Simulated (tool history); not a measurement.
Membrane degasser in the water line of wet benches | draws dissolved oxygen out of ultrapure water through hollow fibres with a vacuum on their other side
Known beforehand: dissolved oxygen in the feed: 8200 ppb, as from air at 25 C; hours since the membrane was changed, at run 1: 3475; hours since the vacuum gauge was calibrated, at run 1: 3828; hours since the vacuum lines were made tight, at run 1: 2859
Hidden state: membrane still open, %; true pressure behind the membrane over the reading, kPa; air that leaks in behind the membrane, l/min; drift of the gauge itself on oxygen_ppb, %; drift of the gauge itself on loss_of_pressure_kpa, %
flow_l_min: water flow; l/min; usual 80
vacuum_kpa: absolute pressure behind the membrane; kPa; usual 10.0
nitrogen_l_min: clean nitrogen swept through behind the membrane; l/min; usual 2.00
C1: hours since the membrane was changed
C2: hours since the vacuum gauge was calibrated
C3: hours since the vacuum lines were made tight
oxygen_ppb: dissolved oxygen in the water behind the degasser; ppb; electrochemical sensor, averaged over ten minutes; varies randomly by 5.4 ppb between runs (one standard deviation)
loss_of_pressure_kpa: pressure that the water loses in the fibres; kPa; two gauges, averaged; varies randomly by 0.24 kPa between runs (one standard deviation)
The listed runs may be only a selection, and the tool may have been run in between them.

{"run": 1, "hour": 0.0, "flow_l_min": 80, "vacuum_kpa": 10.0, "nitrogen_l_min": 2.0, "C1": 3475, "C2": 3828, "C3": 2859, "oxygen_ppb": 540.9, "loss_of_pressure_kpa": 60.83}
{"run": 2, "hour": 224.0, "flow_l_min": 80, "vacuum_kpa": 10.0, "nitrogen_l_min": 2.0, "C1": 3699, "C2": 4052, "C3": 3083, "oxygen_ppb": 550.4, "loss_of_pressure_kpa": 61.06}
{"hour": 304.4, "done": "seals of the vacuum lines changed"}
{"run": 3, "hour": 442.4, "flow_l_min": 80, "vacuum_kpa": 10.0, "nitrogen_l_min": 2.0, "C1": 3916, "C2": 4268, "C3": 138, "oxygen_ppb": 541.9, "loss_of_pressure_kpa": 61.41}
{"run": 4, "hour": 592.5, "flow_l_min": 80, "vacuum_kpa": 10.0, "nitrogen_l_min": 2.0, "C1": 4066, "C2": 4418, "C3": 288, "oxygen_ppb": 537.6, "loss_of_pressure_kpa": 61.39}
{"run": 5, "hour": 758.3, "flow_l_min": 80, "vacuum_kpa": 7.4, "nitrogen_l_min": 2.0, "C1": 4232, "C2": 4584, "C3": 454, "oxygen_ppb": 340.8, "loss_of_pressure_kpa": 61.27}
{"run": 6, "hour": 956.7, "flow_l_min": 80, "vacuum_kpa": 10.0, "nitrogen_l_min": 1.62, "C1": 4430, "C2": 4782, "C3": 652, "oxygen_ppb": 617.9, "loss_of_pressure_kpa": 61.19}
{"run": 7, "hour": 1213.8, "flow_l_min": 80, "vacuum_kpa": 10.0, "nitrogen_l_min": 1.62, "C1": 4687, "C2": 5039, "C3": 909, "oxygen_ppb": 625.3, "loss_of_pressure_kpa": 61.41}
{"run": 8, "hour": 1345.5, "flow_l_min": 80, "vacuum_kpa": 10.0, "nitrogen_l_min": 1.62, "C1": 4819, "C2": 5171, "C3": 1041, "oxygen_ppb": 628.2, "loss_of_pressure_kpa": 61.32}
{"run": 9, "hour": 1648.7, "flow_l_min": 80, "vacuum_kpa": 10.0, "nitrogen_l_min": 1.62, "C1": 5122, "C2": 5474, "C3": 1344, "oxygen_ppb": 610.9, "loss_of_pressure_kpa": 61.35}
{"run": 10, "hour": 1921.4, "flow_l_min": 80, "vacuum_kpa": 10.0, "nitrogen_l_min": 1.62, "C1": 5395, "C2": 5747, "C3": 1617, "oxygen_ppb": 624.7, "loss_of_pressure_kpa": 61.22}
{"run": 11, "hour": 2230.5, "flow_l_min": 80, "vacuum_kpa": 10.0, "nitrogen_l_min": 2.0, "C1": 5704, "C2": 6056, "C3": 1926, "oxygen_ppb": 535.3, "loss_of_pressure_kpa": 61.05}
{"run": 12, "hour": 2517.4, "flow_l_min": 80, "vacuum_kpa": 10.0, "nitrogen_l_min": 2.0, "C1": 5991, "C2": 6343, "C3": 2213, "oxygen_ppb": 542.3, "loss_of_pressure_kpa": 61.62}
{"run": 13, "hour": 2784.2, "flow_l_min": 80, "vacuum_kpa": 10.0, "nitrogen_l_min": 2.0, "C1": 6258, "C2": 6610, "C3": 2480, "oxygen_ppb": 533.0, "loss_of_pressure_kpa": 61.2}
{"run": 14, "hour": 3013.0, "flow_l_min": 80, "vacuum_kpa": 10.0, "nitrogen_l_min": 2.19, "C1": 6486, "C2": 6839, "C3": 2709, "oxygen_ppb": 506.5, "loss_of_pressure_kpa": 61.08}
{"run": 15, "hour": 3202.9, "flow_l_min": 80, "vacuum_kpa": 10.0, "nitrogen_l_min": 2.0, "C1": 6676, "C2": 7028, "C3": 2899, "oxygen_ppb": 537.0, "loss_of_pressure_kpa": 61.39}
{"run": 16, "hour": 3366.4, "flow_l_min": 80, "vacuum_kpa": 10.0, "nitrogen_l_min": 2.0, "C1": 6840, "C2": 7192, "C3": 3062, "oxygen_ppb": 544.3, "loss_of_pressure_kpa": 61.26}
{"hour": 3480.3, "done": "seals of the vacuum lines changed"}
{"run": 17, "hour": 3513.8, "flow_l_min": 80, "vacuum_kpa": 10.0, "nitrogen_l_min": 2.0, "C1": 6985, "C2": 7337, "C3": 34, "oxygen_ppb": 543.7, "loss_of_pressure_kpa": 61.05}
{"run": 18, "hour": 3744.4, "flow_l_min": 80, "vacuum_kpa": 10.0, "nitrogen_l_min": 2.0, "C1": 7216, "C2": 7568, "C3": 264, "oxygen_ppb": 531.3, "loss_of_pressure_kpa": 61.44}
{"run": 19, "hour": 4048.9, "flow_l_min": 80, "vacuum_kpa": 10.0, "nitrogen_l_min": 0.89, "C1": 7520, "C2": 7872, "C3": 569, "oxygen_ppb": 932.3, "loss_of_pressure_kpa": 61.33}
{"run": 20, "hour": 4312.4, "flow_l_min": 84, "vacuum_kpa": 13.5, "nitrogen_l_min": 2.0, "C1": 7784, "C2": 8136, "C3": 832, "oxygen_ppb": 800.4, "loss_of_pressure_kpa": 64.38}

Expected results for the next run?
{"run": 21, "hour": 4609.1, "flow_l_min": 128, "vacuum_kpa": 11.0, "nitrogen_l_min": 3.48, "C1": 8080, "C2": 8433, "C3": 1129, "oxygen_ppb": "?", "loss_of_pressure_kpa": "?"}

oxygen_ppb: 642.8 ppb
loss_of_pressure_kpa: 98.32 kPa
With the hidden condition absent and the run-to-run variation left alone, this run would have shown oxygen_ppb 642.0 ppb, loss_of_pressure_kpa 98.24 kPa.

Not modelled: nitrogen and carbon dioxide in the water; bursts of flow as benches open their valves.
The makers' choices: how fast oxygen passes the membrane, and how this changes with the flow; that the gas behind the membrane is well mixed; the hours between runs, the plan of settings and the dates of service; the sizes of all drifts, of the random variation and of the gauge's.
